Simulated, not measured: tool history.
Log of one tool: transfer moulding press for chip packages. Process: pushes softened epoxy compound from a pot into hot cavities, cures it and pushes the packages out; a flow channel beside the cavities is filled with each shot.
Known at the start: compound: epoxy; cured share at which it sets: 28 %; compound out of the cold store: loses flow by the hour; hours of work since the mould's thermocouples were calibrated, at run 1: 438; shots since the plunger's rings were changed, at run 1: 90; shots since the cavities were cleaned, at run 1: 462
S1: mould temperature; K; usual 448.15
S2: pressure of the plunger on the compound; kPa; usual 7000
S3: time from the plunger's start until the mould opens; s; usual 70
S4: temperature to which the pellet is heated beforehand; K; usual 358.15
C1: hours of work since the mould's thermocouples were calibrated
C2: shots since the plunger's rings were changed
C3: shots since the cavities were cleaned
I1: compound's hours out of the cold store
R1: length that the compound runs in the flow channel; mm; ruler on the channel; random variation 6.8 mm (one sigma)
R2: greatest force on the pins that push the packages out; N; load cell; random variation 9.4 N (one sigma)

run 1 hour=0.0 | S1=448.15 S2=7000 S3=70 S4=358.15 | C1=438 C2=90 C3=462 | I1=29.1 | R1=821 R2=445
-- hour=6.5 cavities cleaned with cleaning compound and waxed
-- hour=50.7 cavities cleaned with cleaning compound and waxed
run 2 hour=66.2 | S1=448.15 S2=7000 S3=70 S4=358.15 | C1=476 C2=918 C3=203 | I1=22.4 | R1=863 R2=421
-- hour=87.4 mould's thermocouples calibrated
-- hour=92.9 cavities cleaned with cleaning compound and waxed
-- hour=132.6 cavities cleaned with cleaning compound and waxed
run 3 hour=158.1 | S1=448.15 S2=7000 S3=70 S4=358.15 | C1=40 C2=2058 C3=334 | I1=25.3 | R1=837 R2=456
-- hour=174.6 cavities cleaned with cleaning compound and waxed
-- hour=214.4 cavities cleaned with cleaning compound and waxed
run 4 hour=221.7 | S1=448.15 S2=7000 S3=70 S4=358.15 | C1=77 C2=2853 C3=95 | I1=31.4 | R1=803 R2=452
-- hour=256.2 cavities cleaned with cleaning compound and waxed
run 5 hour=273.2 | S1=448.15 S2=7000 S3=70 S4=358.15 | C1=106 C2=3509 C3=224 | I1=28.6 | R1=828 R2=445
-- hour=296.6 cavities cleaned with cleaning compound and waxed
-- hour=339.5 cavities cleaned with cleaning compound and waxed
run 6 hour=353.1 | S1=448.15 S2=7000 S3=70 S4=358.15 | C1=152 C2=4517 C3=178 | I1=16.6 | R1=889 R2=454
-- hour=379.7 cavities cleaned with cleaning compound and waxed
-- hour=423.6 cavities cleaned with cleaning compound and waxed
run 7 hour=439.8 | S1=448.15 S2=7000 S3=70 S4=358.15 | C1=202 C2=5614 C3=212 | I1=14.6 | R1=910 R2=440
-- hour=465.5 cavities cleaned with cleaning compound and waxed
-- hour=506.3 cavities cleaned with cleaning compound and waxed
run 8 hour=511.0 | S1=448.15 S2=7000 S3=70 S4=358.15 | C1=243 C2=6508 C3=61 | I1=42.7 | R1=753 R2=434
-- hour=531.3 plunger's sealing rings changed
-- hour=554.0 cavities cleaned with cleaning compound and waxed
run 9 hour=570.1 | S1=448.15 S2=7000 S3=70 S4=358.15 | C1=276 C2=489 C3=212 | I1=13.5 | R1=897 R2=461
-- hour=600.8 cavities cleaned with cleaning compound and waxed
run 10 hour=612.6 | S1=445.15 S2=7000 S3=70 S4=358.15 | C1=300 C2=1026 C3=155 | I1=26.8 | R1=825 R2=550
-- hour=644.2 cavities cleaned with cleaning compound and waxed
run 11 hour=653.3 | S1=448.15 S2=7000 S3=62 S4=358.15 | C1=324 C2=1540 C3=120 | I1=47.8 | R1=741 R2=541
-- hour=685.8 cavities cleaned with cleaning compound and waxed
-- hour=727.2 cavities cleaned with cleaning compound and waxed
run 12 hour=741.8 | S1=448.15 S2=7000 S3=62 S4=358.15 | C1=375 C2=2661 C3=192 | I1=38.8 | R1=781 R2=571
-- hour=771.5 cavities cleaned with cleaning compound and waxed
-- hour=816.1 cavities cleaned with cleaning compound and waxed
run 13 hour=816.1 | S1=448.15 S2=7000 S3=62 S4=358.15 | C1=417 C2=3596 C3=0 | I1=18.3 | R1=876 R2=673
-- hour=859.2 cavities cleaned with cleaning compound and waxed
-- hour=901.5 cavities cleaned with cleaning compound and waxed
run 14 hour=905.7 | S1=449.15 S2=7000 S3=70 S4=364.15 | C1=469 C2=4732 C3=56 | I1=14.3 | R1=904 R2=415
-- hour=939.7 mould's thermocouples calibrated
-- hour=946.0 cavities cleaned with cleaning compound and waxed
run 15 hour=946.0 | S1=456.15 S2=7000 S3=70 S4=358.15 | C1=3 C2=5214 C3=0 | I1=17.7 | R1=861 R2=330
run 16 hour=981.5 | S1=456.15 S2=7000 S3=70 S4=358.15 | C1=24 C2=5680 C3=466 | I1=35.9 | R1=770 R2=331
-- hour=987.5 cavities cleaned with cleaning compound and waxed
-- hour=1027.9 cavities cleaned with cleaning compound and waxed
-- hour=1069.9 plunger's sealing rings changed
-- hour=1071.4 cavities cleaned with cleaning compound and waxed
run 17 hour=1073.8 | S1=447.15 S2=7000 S3=61 S4=366.15 | C1=75 C2=31 C3=31 | I1=44.4 | R1=750 R2=603
-- hour=1114.4 cavities cleaned with cleaning compound and waxed
run 18 hour=1145.2 | S1=453.15 S2=6250 S3=61 S4=366.15 | C1=117 C2=947 C3=404 | I1=44.5 | R1=703 R2=411
-- hour=1154.2 cavities cleaned with cleaning compound and waxed
-- hour=1197.9 cavities cleaned with cleaning compound and waxed
run 19 hour=1209.8 | S1=446.15 S2=5950 S3=72 S4=358.15 | C1=153 C2=1755 C3=156 | I1=46.4 | R1=686 R2=448
-- hour=1242.8 cavities cleaned with cleaning compound and waxed
run 20 hour=1254.9 | S1=446.15 S2=5950 S3=72 S4=358.15 | C1=179 C2=2326 C3=159 | I1=17.9 | R1=810 R2=472
-- hour=1282.4 cavities cleaned with cleaning compound and waxed
-- hour=1324.1 cavities cleaned with cleaning compound and waxed
run 21 hour=1339.7 | S1=453.15 S2=7000 S3=70 S4=365.15 | C1=228 C2=3399 C3=204 | I1=38.0 | R1=751 R2=344

The next listed run, before its measurement:
-- hour=1363.8 cavities cleaned with cleaning compound and waxed
-- hour=1408.6 cavities cleaned with cleaning compound and waxed
run 22 hour=1409.3 | S1=453.15 S2=6540 S3=70 S4=357.15 | C1=268 C2=4272 C3=9 | I1=30.2 | R1=? R2=?

R1: 784 mm
R2: 351 N
Without the tool's hidden state the same run would have given R1 786 mm, R2 351 N.

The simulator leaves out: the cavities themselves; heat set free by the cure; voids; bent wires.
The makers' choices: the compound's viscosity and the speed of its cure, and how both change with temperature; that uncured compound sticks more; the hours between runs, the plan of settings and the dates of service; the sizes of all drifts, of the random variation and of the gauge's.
